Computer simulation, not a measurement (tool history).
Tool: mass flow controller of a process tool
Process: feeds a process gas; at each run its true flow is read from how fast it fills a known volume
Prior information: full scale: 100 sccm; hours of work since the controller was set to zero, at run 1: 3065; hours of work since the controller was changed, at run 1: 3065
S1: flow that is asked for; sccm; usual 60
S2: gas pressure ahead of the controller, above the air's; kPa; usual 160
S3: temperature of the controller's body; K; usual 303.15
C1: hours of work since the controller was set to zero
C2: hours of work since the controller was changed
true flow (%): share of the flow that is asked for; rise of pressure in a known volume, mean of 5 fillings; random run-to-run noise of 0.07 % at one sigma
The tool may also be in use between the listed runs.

run 1 day=0 | S1=60 S2=160 S3=303.15 | C1=3065 C2=3065 | true_flow_(%)=99.98
run 2 day=7.442 | S1=60 S2=160 S3=303.15 | C1=3131 C2=3131 | true_flow_(%)=100.01
run 3 day=11.962 | S1=60 S2=160 S3=303.15 | C1=3170 C2=3170 | true_flow_(%)=100.03
run 4 day=19.067 | S1=60 S2=142 S3=303.15 | C1=3233 C2=3233 | true_flow_(%)=99.73
run 5 day=25.996 | S1=60 S2=142 S3=311.15 | C1=3294 C2=3294 | true_flow_(%)=100.78
run 6 day=36.575 | S1=60 S2=142 S3=311.15 | C1=3387 C2=3387 | true_flow_(%)=100.88
run 7 day=46.792 | S1=60 S2=236 S3=303.15 | C1=3476 C2=3476 | true_flow_(%)=100.24
run 8 day=55.162 | S1=60 S2=236 S3=303.15 | C1=3550 C2=3550 | true_flow_(%)=100.18
run 9 day=65.179 | S1=60 S2=236 S3=303.15 | C1=3638 C2=3638 | true_flow_(%)=100.29
run 10 day=71.358 | S1=60 S2=236 S3=303.15 | C1=3692 C2=3692 | true_flow_(%)=100.12
run 11 day=81.204 | S1=13 S2=145 S3=310.15 | C1=3779 C2=3779 | true_flow_(%)=100.58
run 12 day=88.429 | S1=60 S2=160 S3=299.15 | C1=3842 C2=3842 | true_flow_(%)=99.67
run 13 day=98.729 | S1=20 S2=225 S3=301.15 | C1=3933 C2=3933 | true_flow_(%)=99.36
run 14 day=108.933 | S1=20 S2=225 S3=301.15 | C1=4022 C2=4022 | true_flow_(%)=99.53
run 15 day=115.071 | S1=20 S2=225 S3=301.15 | C1=4076 C2=4076 | true_flow_(%)=99.52
run 16 day=123.908 | S1=20 S2=256 S3=300.15 | C1=4154 C2=4154 | true_flow_(%)=99.39
run 17 day=128.204 | S1=20 S2=256 S3=300.15 | C1=4192 C2=4192 | true_flow_(%)=99.33
run 18 day=132.958 | S1=20 S2=256 S3=300.15 | C1=4234 C2=4234 | true_flow_(%)=99.53
run 19 day=137.579 | S1=20 S2=256 S3=300.15 | C1=4274 C2=4274 | true_flow_(%)=99.41
run 20 day=143.354 | S1=20 S2=256 S3=300.15 | C1=4325 C2=4325 | true_flow_(%)=99.63

Forecast each of these 4 alternatives for the next run:
run A day=152.362 | S1=49 S2=160 S3=301.15 | C1=4404 C2=4404 | true_flow_(%)=?
run B day=152.362 | S1=81 S2=256 S3=297.15 | C1=4404 C2=4404 | true_flow_(%)=?
run C day=152.362 | S1=23 S2=155 S3=302.15 | C1=4404 C2=4404 | true_flow_(%)=?
run D day=152.362 | S1=60 S2=169 S3=303.15 | C1=4404 C2=4404 | true_flow_(%)=?

run=A true_flow_(%)=99.73
run=B true_flow_(%)=100.16
run=C true_flow_(%)=99.53
run=D true_flow_(%)=100.24
With no hidden state in the tool, these same runs would have given:
run=A true_flow_(%)=98.68
run=B true_flow_(%)=99.29
run=C true_flow_(%)=97.97
run=D true_flow_(%)=99.27

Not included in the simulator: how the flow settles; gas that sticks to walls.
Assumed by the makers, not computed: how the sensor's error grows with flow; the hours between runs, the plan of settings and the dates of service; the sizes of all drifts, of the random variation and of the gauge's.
